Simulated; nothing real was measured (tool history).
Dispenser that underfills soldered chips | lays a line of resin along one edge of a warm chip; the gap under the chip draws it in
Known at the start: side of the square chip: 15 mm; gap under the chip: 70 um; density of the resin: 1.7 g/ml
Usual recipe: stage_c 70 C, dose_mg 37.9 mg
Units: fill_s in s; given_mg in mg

run   hour  stage_c  dose_mg  fill_s  given_mg
  1    0.0       70     37.9   182.7     37.26
      10.8  -- new syringe of resin
  2   10.8       70     37.9   169.4     37.17
  3   23.3       60     37.9   385.6     36.67
      24.9  -- new syringe of resin
  4   35.3       70     37.9   228.3     36.29
      38.7  -- new syringe of resin
  5   43.9       70     37.9   198.5     36.38
      51.7  -- new syringe of resin
  6   59.8       70     37.9   217.5     35.79
      64.7  -- new syringe of resin
  7   69.3       70     39.5   192.4     36.98
      78.2  -- new syringe of resin
  8   85.1       70     37.9   209.6     35.26
      91.7  -- new syringe of resin
  9   96.8       70     37.9   203.9     35.14
      99.9  -- dispensing valve cleaned and set on the balance
     105.8  -- new syringe of resin
 10  113.5       70     37.9   211.5     37.40
     119.5  -- new syringe of resin
 11  122.1       70     37.9   186.7     37.16
 12  130.1       70     37.9   230.4     36.88
     133.0  -- new syringe of resin
     146.0  -- new syringe of resin
 13  146.1       70     37.9   180.3     36.68
     159.8  -- new syringe of resin
 14  160.4       70     37.9   177.5     36.38
 15  168.0       70     37.9   215.8     35.91
     172.7  -- new syringe of resin
 16  175.9       70     37.9   189.8     35.97
     186.0  -- new syringe of resin
 17  191.4       70     37.9   200.6     35.64
     199.0  -- new syringe of resin
 18  202.7       61     37.9   312.6     35.51
     213.0  -- new syringe of resin
 19  215.7       61     37.9   305.4     35.05
     224.6  -- dispensing valve cleaned and set on the balance
 20  226.3       61     37.9   377.6     37.89
     227.4  -- new syringe of resin
 21  233.9       70     40.0   202.7     39.81
     240.8  -- new syringe of resin
 22  240.8       70     40.0   175.9     39.57
 23  247.4       75     45.7   160.9     45.31
     253.9  -- new syringe of resin
 24  255.5       75     45.7   137.4     45.01
     267.4  -- new syringe of resin
 25  270.2       66     39.8   229.1     38.84
     281.0  -- new syringe of resin
 26  281.7       63     33.7   267.4     32.64
 27  290.8       63     33.7   348.0     32.29
     294.3  -- new syringe of resin
 28  299.2       63     32.8   292.9     31.75
     307.8  -- new syringe of resin
 29  310.7       62     34.2   297.1     32.56
 30  317.4       59     42.2   400.2     39.93
     321.6  -- new syringe of resin
 31  332.2       82     42.4   134.2     39.95
     335.1  -- new syringe of resin
 32  347.5       67     39.6   288.8     36.82
     348.8  -- new syringe of resin
     349.8  -- dispensing valve cleaned and set on the balance
 33  358.5       69     39.7   239.7     39.14
     363.3  -- new syringe of resin
 34  373.4       84     33.0   128.9     32.37

Predict each of these 3 candidate next runs independently; none follows another, all start after run 34:
     376.2  -- new syringe of resin
  A  381.3       81     37.1       ?         ?
     376.2  -- new syringe of resin
  B  381.3       72     33.0       ?         ?
     376.2  -- new syringe of resin
  C  381.3       84     39.0       ?         ?

run  fill_s  given_mg
  A   123.4     36.25
  B   195.1     32.25
  C   108.1     37.93
Without the tool's hidden state the same runs would have given:
run  fill_s  given_mg
  A    92.4     37.04
  B   144.6     32.96
  C    81.3     38.76
